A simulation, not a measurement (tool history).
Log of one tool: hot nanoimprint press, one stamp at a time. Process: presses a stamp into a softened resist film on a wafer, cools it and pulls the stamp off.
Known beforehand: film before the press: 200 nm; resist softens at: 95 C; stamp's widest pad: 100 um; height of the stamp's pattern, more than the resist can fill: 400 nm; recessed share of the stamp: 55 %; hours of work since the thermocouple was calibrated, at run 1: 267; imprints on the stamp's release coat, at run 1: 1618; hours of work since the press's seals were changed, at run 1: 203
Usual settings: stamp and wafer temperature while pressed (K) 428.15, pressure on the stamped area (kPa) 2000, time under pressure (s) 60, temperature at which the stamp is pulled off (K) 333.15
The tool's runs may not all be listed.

run   hour  stamp and wafer temperature while pressed (K)  pressure on the stamped area (kPa)  time under pressure (s)  temperature at which the stamp is pulled off (K)  hours of work since the thermocouple was calibrated  imprints on the stamp's release coat  hours of work since the press's seals were changed  resist left under the stamp's widest pad (Å)  greatest force while the stamp is pulled off (N)
  1    0.0                                         428.15                                2000                       60                                            333.15                                                  267                                  1618                                                 203                                           960                                               135
  2   23.0                                         428.15                                2000                       60                                            333.15                                                  279                                  1691                                                 216                                           960                                               136
  3   39.1                                         428.15                                2000                       60                                            333.15                                                  288                                  1742                                                 224                                           959                                               133
  4   60.1                                         417.15                                2000                       60                                            333.15                                                  299                                  1809                                                 235                                          1448                                               136
      78.7  -- stamp cleaned and given a new release coat
      88.3  -- plate thermocouple calibrated
  5   95.1                                         417.15                                2000                       60                                            333.15                                                    4                                    42                                                 249                                          1444                                               132
  6  111.7                                         417.15                                2000                       60                                            333.15                                                   12                                    95                                                 257                                          1447                                               131
  7  131.8                                         438.15                                2000                       60                                            333.15                                                   23                                   159                                                 268                                           635                                               128
  8  151.5                                         438.15                                2000                       60                                            333.15                                                   33                                   221                                                 278                                           633                                               130
  9  179.6                                         438.15                                2000                       60                                            333.15                                                   48                                   310                                                 293                                           632                                               133
 10  202.1                                         438.15                                2000                       60                                            333.15                                                   60                                   381                                                 305                                           633                                               136
 11  225.5                                         438.15                                2000                       60                                            333.15                                                   72                                   456                                                 317                                           634                                               134
 12  247.1                                         428.15                                2370                       60                                            333.15                                                   83                                   524                                                 328                                           903                                               131
 13  265.1                                         428.15                                2370                       60                                            333.15                                                   93                                   581                                                 337                                           902                                               130
 14  291.7                                         428.15                                2370                       60                                            333.15                                                  106                                   665                                                 351                                           900                                               133
 15  309.1                                         428.15                                2370                       60                                            333.15                                                  116                                   720                                                 361                                           904                                               133
 16  328.8                                         431.15                                1350                       70                                            332.15                                                  126                                   783                                                 371                                           948                                               133
 17  347.9                                         420.15                                1650                       60                                            337.15                                                  136                                   844                                                 381                                          1395                                               122
 18  376.7                                         436.15                                2810                       60                                            337.15                                                  151                                   935                                                 396                                           590                                               123
 19  408.5                                         434.15                                2000                       74                                            318.15                                                  168                                  1035                                                 413                                           689                                               166
 20  427.4                                         435.15                                1270                       62                                            322.15                                                  177                                  1096                                                 422                                           872                                               154
 21  456.4                                         428.15                                1340                       60                                            322.15                                                  193                                  1187                                                 438                                          1133                                               149
 22  478.8                                         428.15                                1280                       60                                            322.15                                                  204                                  1258                                                 449                                          1150                                               154
 23  512.2                                         422.15                                1920                       60                                            333.15                                                  222                                  1364                                                 467                                          1247                                               135
     516.2  -- gauge calibrated
 24  526.7                                         422.15                                1920                       60                                            333.15                                                  229                                  1410                                                 474                                          1235                                               141
 25  548.3                                         422.15                                1920                       60                                            333.15                                                  241                                  1479                                                 486                                          1237                                               132
 26  576.8                                         436.15                                1920                       60                                            326.15                                                  256                                  1569                                                 501                                           703                                               148
 27  610.4                                         428.15                                2000                       83                                            341.15                                                  273                                  1675                                                 518                                           849                                               118
 28  638.0                                         428.15                                3160                       72                                            341.15                                                  288                                  1763                                                 533                                           736                                               116
 29  660.0                                         428.15                                1340                       55                                            318.15                                                  299                                  1833                                                 544                                          1156                                               166

Each row is a separate what-if for the run after 29, all from the same tool condition, not one after another. Results?
     672.0  -- stamp cleaned and given a new release coat
     686.7  -- plate thermocouple calibrated
  A  694.4                                         428.15                                3140                       60                                            333.15                                                    4                                    61                                                 557                                             ?                                                 ?
     672.0  -- stamp cleaned and given a new release coat
     686.7  -- plate thermocouple calibrated
  B  694.4                                         420.15                                2550                       88                                            333.15                                                    4                                    61                                                 557                                             ?                                                 ?
     672.0  -- stamp cleaned and given a new release coat
     686.7  -- plate thermocouple calibrated
  C  694.4                                         428.15                                2740                       32                                            318.15                                                    4                                    61                                                 557                                             ?                                                 ?

run  resist left under the stamp's widest pad (Å)  greatest force while the stamp is pulled off (N)
  A                                           799                                               134
  B                                          1068                                               135
  C                                          1071                                               158
Stripped of hidden state, with their random variation kept, the same runs would have yielded:
run  resist left under the stamp's widest pad (Å)  greatest force while the stamp is pulled off (N)
  A                                           795                                               134
  B                                          1063                                               135
  C                                          1067                                               158

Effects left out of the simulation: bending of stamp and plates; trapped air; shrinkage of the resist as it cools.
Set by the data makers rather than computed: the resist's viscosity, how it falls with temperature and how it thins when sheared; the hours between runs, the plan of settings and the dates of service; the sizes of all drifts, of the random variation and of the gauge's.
